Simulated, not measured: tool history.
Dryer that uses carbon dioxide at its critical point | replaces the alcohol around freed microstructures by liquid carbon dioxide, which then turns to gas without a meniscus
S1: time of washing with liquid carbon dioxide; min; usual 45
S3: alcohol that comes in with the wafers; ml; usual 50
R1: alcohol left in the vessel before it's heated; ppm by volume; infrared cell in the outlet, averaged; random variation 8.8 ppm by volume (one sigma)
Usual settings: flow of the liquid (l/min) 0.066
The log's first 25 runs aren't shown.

Run 26, hour 408.7: usual settings but S1 35 min, S3 24 ml. Result: R1 1033 ppm by volume.
Run 27, hour 422: usual settings but S1 35 min, flow of the liquid (l/min) 0.0953, S3 108 ml. Result: R1 936 ppm by volume.
Run 28, hour 431.8: usual settings but S1 35 min, flow of the liquid (l/min) 0.0953, S3 108 ml. Result: R1 930 ppm by volume.
Run 29, hour 441.6: usual settings but S1 72 min, flow of the liquid (l/min) 0.0992. Result: R1 100 ppm by volume.
Run 30, hour 453.2: usual settings but S1 60 min, flow of the liquid (l/min) 0.064, S3 103 ml. Result: R1 422 ppm by volume.
Run 31, hour 464.5: usual settings but S3 60 ml. Result: R1 938 ppm by volume.
Run 32, hour 473.6: usual settings but S1 39 min, flow of the liquid (l/min) 0.0586, S3 45 ml. Result: R1 2002 ppm by volume.
Run 33, hour 488.2: usual settings but S1 39 min, flow of the liquid (l/min) 0.0569, S3 26 ml. Result: R1 1356 ppm by volume.
At hour 503.2: inlet filter changed.
Run 34, hour 507.7: usual settings but S1 28 min, S3 94 ml. Result: R1 7069 ppm by volume.
Run 35, hour 529.6: usual settings but S1 50 min, S3 46 ml. Result: R1 370 ppm by volume.
Run 36, hour 539: usual settings but S1 38 min, flow of the liquid (l/min) 0.0605, S3 46 ml. Result: R1 1623 ppm by volume.

The next listed run, before its measurement:
Run 37, hour 558.4: usual settings but flow of the liquid (l/min) 0.1017. Result: R1 ?.

{"run 37": {"R1": 149}}
Without the tool's hidden state the same run would have given R1 34 ppm by volume.

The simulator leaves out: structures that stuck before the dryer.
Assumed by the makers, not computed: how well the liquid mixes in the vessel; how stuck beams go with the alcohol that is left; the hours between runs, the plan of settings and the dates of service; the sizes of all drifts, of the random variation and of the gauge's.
